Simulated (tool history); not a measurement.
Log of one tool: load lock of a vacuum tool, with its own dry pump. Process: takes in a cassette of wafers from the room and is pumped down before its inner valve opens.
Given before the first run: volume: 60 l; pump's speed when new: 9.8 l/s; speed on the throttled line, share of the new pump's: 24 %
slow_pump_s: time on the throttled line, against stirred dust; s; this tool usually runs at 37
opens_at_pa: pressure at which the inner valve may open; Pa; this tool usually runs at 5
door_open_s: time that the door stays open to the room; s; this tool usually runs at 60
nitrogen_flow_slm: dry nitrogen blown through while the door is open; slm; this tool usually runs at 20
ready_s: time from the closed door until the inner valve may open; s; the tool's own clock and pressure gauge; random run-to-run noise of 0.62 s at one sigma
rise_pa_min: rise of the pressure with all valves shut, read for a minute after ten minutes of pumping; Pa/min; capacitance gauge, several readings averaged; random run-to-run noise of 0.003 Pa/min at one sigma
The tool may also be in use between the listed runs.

run   hour  slow_pump_s  opens_at_pa  door_open_s  nitrogen_flow_slm  incoming humidity of the room's air, %  ready_s  rise_pa_min
  1    0.0           37            5           60                 20                                    46.9     90.4        0.027
  2   77.0           53            5           60                 20                                    48.6    101.7        0.037
  3  151.6           53            5           60                 20                                    45.6    102.3        0.034
  4  244.4           53            5          167                 20                                    42.9    103.1        0.044
  5  299.7           53            5          167                 20                                    44.5    101.3        0.049
  6  382.1           37            5           50                 20                                    44.3     88.9        0.034

For run 7, what comes out?
  7  469.1           22            5           60                 20                                    45.2        ?            ?

Run 7 came out at ready_s 78.5 s, rise_pa_min 0.029 Pa/min.
Were there no unlogged condition in the tool, this run, its random variation unchanged, would have produced ready_s 78.4 s, rise_pa_min 0.028 Pa/min.
